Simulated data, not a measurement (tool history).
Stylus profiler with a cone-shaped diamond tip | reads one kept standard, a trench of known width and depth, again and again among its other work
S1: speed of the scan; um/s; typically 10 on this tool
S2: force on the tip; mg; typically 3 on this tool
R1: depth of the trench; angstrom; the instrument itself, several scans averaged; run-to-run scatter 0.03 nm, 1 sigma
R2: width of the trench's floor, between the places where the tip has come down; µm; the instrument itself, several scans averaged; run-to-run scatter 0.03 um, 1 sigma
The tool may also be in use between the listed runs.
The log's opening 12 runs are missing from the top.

Run 13, hour 1078.2: usual settings. Result: R1 1008.4 angstrom, R2 98.59 µm.
Run 14, hour 1153.3: usual settings but S2 1.46 mg. Result: R1 1005.1 angstrom, R2 98.58 µm.
Run 15, hour 1221.4: usual settings. Result: R1 1008.5 angstrom, R2 98.55 µm.
Run 16, hour 1311.5: usual settings. Result: R1 1008.1 angstrom, R2 98.56 µm.
Run 17, hour 1418.5: usual settings. Result: R1 1008.4 angstrom, R2 98.61 µm.
At hour 1429.5: new tip fitted, height scale calibrated.
Run 18, hour 1490.2: usual settings. Result: R1 1008.8 angstrom, R2 98.56 µm.
Run 19, hour 1606.4: usual settings. Result: R1 1007.8 angstrom, R2 98.57 µm.
Run 20, hour 1666.1: usual settings but S1 12 um/s, S2 5.98 mg. Result: R1 1013.2 angstrom, R2 98.57 µm.
Run 21, hour 1726: usual settings but S1 24 um/s, S2 5.53 mg. Result: R1 1012.9 angstrom, R2 98.54 µm.
Run 22, hour 1838.9: usual settings but S1 15 um/s, S2 2.84 mg. Result: R1 1008.4 angstrom, R2 98.57 µm.
Run 23, hour 1916.8: usual settings but S1 30 um/s, S2 4.78 mg. Result: R1 1011.8 angstrom, R2 98.57 µm.
Run 24, hour 2024.2: usual settings but S1 4 um/s, S2 4.33 mg. Result: R1 1010.5 angstrom, R2 98.57 µm.
Run 25, hour 2087.9: usual settings but S1 9 um/s, S2 3.69 mg. Result: R1 1009.9 angstrom, R2 98.56 µm.
Run 26, hour 2167.1: usual settings but S1 9 um/s, S2 3.69 mg. Result: R1 1009.9 angstrom, R2 98.55 µm.
Run 27, hour 2258.6: usual settings but S1 9 um/s, S2 3.69 mg. Result: R1 1009.8 angstrom, R2 98.56 µm.
Run 28, hour 2351: usual settings but S1 9 um/s, S2 3.69 mg. Result: R1 1009.8 angstrom, R2 98.53 µm.
Run 29, hour 2402.2: usual settings but S1 9 um/s, S2 3.69 mg. Result: R1 1009.9 angstrom, R2 98.58 µm.
Run 30, hour 2520.8: usual settings but S1 9 um/s, S2 3.69 mg. Result: R1 1010.2 angstrom, R2 98.55 µm.
At hour 2590: new tip fitted, height scale calibrated.
Run 31, hour 2597.7: usual settings but S1 2 um/s, S2 3.52 mg. Result: R1 1009.5 angstrom, R2 98.61 µm.
Run 32, hour 2697.6: usual settings but S1 2 um/s, S2 3.52 mg. Result: R1 1009.2 angstrom, R2 98.6 µm.
Run 33, hour 2774.4: usual settings but S1 2 um/s, S2 3.58 mg. Result: R1 1009.2 angstrom, R2 98.58 µm.
Run 34, hour 2870.1: usual settings but S1 31 um/s, S2 3.45 mg. Result: R1 1009.4 angstrom, R2 98.53 µm.
Run 35, hour 2951.1: usual settings but S1 31 um/s, S2 3.45 mg. Result: R1 1009.2 angstrom, R2 98.54 µm.
Run 36, hour 3054.3: usual settings but S1 7 um/s, S2 1.1 mg. Result: R1 1003.8 angstrom, R2 98.53 µm.
Run 37, hour 3167.8: usual settings but S1 30 um/s. Result: R1 1008.6 angstrom, R2 98.53 µm.

Run 38 is up next; what results do you expect?
Run 38, hour 3265: usual settings but S1 30 um/s. Result: R1 ?, R2 ?.

{"run 38": {"R1": 1008.7, "R2": 98.53}}
Had the tool carried no hidden state, the very same run would have given R1 1008.7 angstrom, R2 98.53 µm.
